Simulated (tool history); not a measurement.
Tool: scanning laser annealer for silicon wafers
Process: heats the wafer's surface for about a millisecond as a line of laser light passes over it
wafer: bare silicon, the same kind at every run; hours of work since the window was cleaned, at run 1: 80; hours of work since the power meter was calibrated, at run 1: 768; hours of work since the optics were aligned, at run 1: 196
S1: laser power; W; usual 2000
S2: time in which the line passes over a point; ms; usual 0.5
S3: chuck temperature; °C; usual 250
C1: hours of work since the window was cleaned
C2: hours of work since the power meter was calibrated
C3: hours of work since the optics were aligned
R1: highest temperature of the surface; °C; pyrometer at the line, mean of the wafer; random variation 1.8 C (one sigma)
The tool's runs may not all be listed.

run     day    S1     S2   S3   C1    C2   C3    R1
  1       0  2000    0.5  250   80   768  196  1031
  2   1.529  2000    0.5  250  104   793  220  1027
  3   2.658  2000    0.5  250  122   810  238  1028
  4   3.904  2000    0.5  250  141   830  258  1024
  5   5.042  2000    0.5  250  159   848  276  1024
  6   7.392  2000    0.5  250  197   885  313  1017
  7   9.254  2000    0.5  250  226   915  342  1017
  8  10.338  2000    0.5  250  243   932  360  1012
  9  11.638  2000    0.5  264  264   953  380  1027
 10  13.717  2000    0.5  250  297   986  413  1010
 11  15.754  2000    0.5  250  329  1018  445  1004
     16.533  -- window over the wafer cleaned
 12  17.196  2000    0.5  250   10  1039  467  1036
 13   18.15  2000    0.5  250   26  1054  482  1034
 14  19.312  2000    0.5  250   44  1073  500  1027
 15    21.1  2000    0.5  250   72  1101  529  1031
 16  22.096  2000   0.61  250   88  1117  545  1117
 17  24.033  2000   0.61  250  119  1148  575  1110
 18  25.629  1956   0.61  250  144  1173  600  1085
 19  27.042  2006   0.61  250  166  1195  623  1111
 20  28.575  2006   0.61  250  191  1219  647  1105
 21  30.379  2006   0.61  250  219  1248  676  1101
 22  31.662  2006   0.61  250  240  1268  696  1095
 23  33.792  2006   0.61  250  273  1302  730  1097
 24  34.908  2102  0.489  225  291  1320  747  1013
 25  37.225  2000  0.456  250  328  1356  784   960
     38.096  -- window over the wafer cleaned
 26  38.867  2000  0.456  250   12  1381  809   988
 27  40.162  2019  0.596  250   33  1402  829  1117
 28  41.504  2000    0.5  258   54  1423  851  1029
 29  42.688  2000    0.5  258   73  1442  869  1027
 30  44.996  2048    0.5  213  109  1478  906  1002

Run 31 comes next. What will it give?
 31  47.05  2093  0.389  224  142  1511  938   ?

Run 31 gave R1 927 °C.
Without the tool's hidden state the same run would have given R1 955 °C.

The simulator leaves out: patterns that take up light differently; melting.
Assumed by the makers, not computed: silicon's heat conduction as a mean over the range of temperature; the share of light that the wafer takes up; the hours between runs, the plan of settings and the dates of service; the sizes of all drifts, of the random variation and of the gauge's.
